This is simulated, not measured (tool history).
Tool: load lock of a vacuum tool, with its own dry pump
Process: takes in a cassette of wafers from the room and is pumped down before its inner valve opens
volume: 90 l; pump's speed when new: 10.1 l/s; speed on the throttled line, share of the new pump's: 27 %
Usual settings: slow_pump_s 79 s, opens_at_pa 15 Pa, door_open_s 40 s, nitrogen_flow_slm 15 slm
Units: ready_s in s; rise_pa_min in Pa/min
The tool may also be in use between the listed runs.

run      day  slow_pump_s  opens_at_pa  door_open_s  nitrogen_flow_slm  incoming humidity of the room's air, %  ready_s  rise_pa_min
  1    0.000           79           15           40                 15                                    46.3    141.3        0.063
  2    5.375           79           15           40                 15                                    43.1    140.6        0.058
  3   11.621           79           15           40                 15                                    45.9    139.9        0.060
  4   17.246           79           15           40                 10                                    43.3    140.0        0.067
  5   24.125           79           15           40                 10                                    46.3    140.5        0.064
  6   32.033           79           24           40                 15                                    47.8    135.7        0.062
  7   40.829           79           24           40                 15                                    44.5    135.9        0.067
  8   47.267           79           24           40                 15                                    44.8    135.3        0.065
  9   51.729           70           24           40                 15                                    45.5    129.8        0.070
 10   57.929           70           24           40                 15                                    46.0    129.4        0.071
 11   62.117           70           24           40                 15                                    42.0    129.8        0.065
 12   67.371           70           24           40                 15                                    49.0    130.5        0.074
 13   71.442           70           24           40                 36                                    43.6    128.4        0.053
 14   76.888           93           12           48                 42                                    45.9    153.3        0.059
 15   82.558           93           12           48                 42                                    48.7    153.0        0.068
 16   91.108           93           12           48                 42                                    40.7    153.6        0.053
 17   96.208           93           12           48                 42                                    46.0    153.2        0.063
 18  100.896           84           10           40                 15                                    45.3    147.5        0.069
 19  109.400           79           15           40                 38                                    44.3    139.9        0.061
 20  114.967           79           13           75                 16                                    46.5    143.1        0.082
 21  123.329           45           15           40                 20                                    48.2    117.6        0.074
 22  128.038           45           15           40                 20                                    42.3    118.0        0.078
 23  135.146           45           15           40                  6                                    40.9    116.4        0.085

Measured less the same run without the tool's hidden state. The same run-to-run variation is in both; the gauge's scatter may not be:
The hidden state here: pump's speed, % of a new pump's; leak at the door's seal, Pa l/s; drift of the gauge itself on ready_s, %; drift of the gauge itself on rise_pa_min, %.
run  ready_s  rise_pa_min
  1     +3.5       +0.024
  2     +3.5       +0.025
  3     +3.5       +0.026
  4     +3.6       +0.026
  5     +3.8       +0.027
  6     +3.6       +0.028
  7     +3.7       +0.029
  8     +3.7       +0.030
  9     +4.0       +0.031
 10     +4.0       +0.033
 11     +4.1       +0.032
 12     +4.1       +0.033
 13     +4.2       +0.034
 14     +4.2       +0.035
 15     +4.4       +0.036
 16     +4.5       +0.036
 17     +4.5       +0.037
 18     +4.8       +0.038
 19     +4.8       +0.039
 20     +5.0       +0.040
 21     +5.9       +0.042
 22     +5.9       +0.042
 23     +6.0       +0.044
